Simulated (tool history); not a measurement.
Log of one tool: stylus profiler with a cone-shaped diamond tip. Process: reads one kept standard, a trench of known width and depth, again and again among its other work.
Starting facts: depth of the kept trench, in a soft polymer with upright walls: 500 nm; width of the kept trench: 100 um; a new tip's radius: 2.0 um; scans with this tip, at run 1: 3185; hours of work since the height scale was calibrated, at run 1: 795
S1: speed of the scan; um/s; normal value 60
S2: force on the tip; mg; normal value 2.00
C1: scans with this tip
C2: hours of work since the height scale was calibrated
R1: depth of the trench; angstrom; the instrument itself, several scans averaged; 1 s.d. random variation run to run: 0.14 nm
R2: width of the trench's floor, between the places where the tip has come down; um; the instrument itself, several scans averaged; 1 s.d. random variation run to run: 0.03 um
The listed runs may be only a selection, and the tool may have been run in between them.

| run | hour | S1 | S2 | C1 | C2 | R1 | R2 |
|---|---|---|---|---|---|---|---|
| 1 | 0.0 | 60 | 2.00 | 3185 | 795 | 5018.2 | 96.72 |
| 2 | 89.4 | 60 | 4.61 | 3454 | 863 | 5041.6 | 96.81 |
| 3 | 179.3 | 60 | 2.00 | 3726 | 930 | 5014.5 | 96.65 |
| 4 | 305.6 | 60 | 2.00 | 4107 | 1026 | 5013.9 | 96.68 |
| 5 | 378.7 | 60 | 2.00 | 4327 | 1081 | 5015.7 | 96.63 |
|  | 391.5 | height scale calibrated on a step standard |
| 6 | 514.4 | 60 | 1.31 | 4735 | 93 | 4994.6 | 96.56 |
| 7 | 598.1 | 37 | 2.00 | 4988 | 156 | 4998.7 | 96.70 |
| 8 | 699.0 | 37 | 2.00 | 5293 | 232 | 4999.4 | 96.70 |
| 9 | 794.3 | 22 | 1.84 | 5580 | 304 | 4995.5 | 96.76 |
| 10 | 895.3 | 36 | 3.39 | 5885 | 380 | 5009.8 | 96.68 |
| 11 | 978.2 | 20 | 1.34 | 6135 | 442 | 4988.8 | 96.63 |
| 12 | 1092.4 | 133 | 4.37 | 6480 | 528 | 5015.0 | 96.30 |

Run by run, hidden condition taken away, random variation retained:
What the log doesn't record here: radius of the tip, um; height scale over the true one, %; drift of the gauge itself on depth_nm, %; drift of the gauge itself on floor_um, %.
| run | R1 | R2 |
|---|---|---|
| 1 | 5030.9 | 97.01 |
| 2 | 5055.4 | 97.13 |
| 3 | 5029.2 | 97.00 |
| 4 | 5030.1 | 97.07 |
| 5 | 5033.0 | 97.05 |
| 6 | 5025.0 | 97.01 |
| 7 | 5030.1 | 97.17 |
| 8 | 5031.9 | 97.20 |
| 9 | 5029.1 | 97.29 |
| 10 | 5044.7 | 97.24 |
| 11 | 5024.7 | 97.21 |
| 12 | 5052.4 | 96.91 |

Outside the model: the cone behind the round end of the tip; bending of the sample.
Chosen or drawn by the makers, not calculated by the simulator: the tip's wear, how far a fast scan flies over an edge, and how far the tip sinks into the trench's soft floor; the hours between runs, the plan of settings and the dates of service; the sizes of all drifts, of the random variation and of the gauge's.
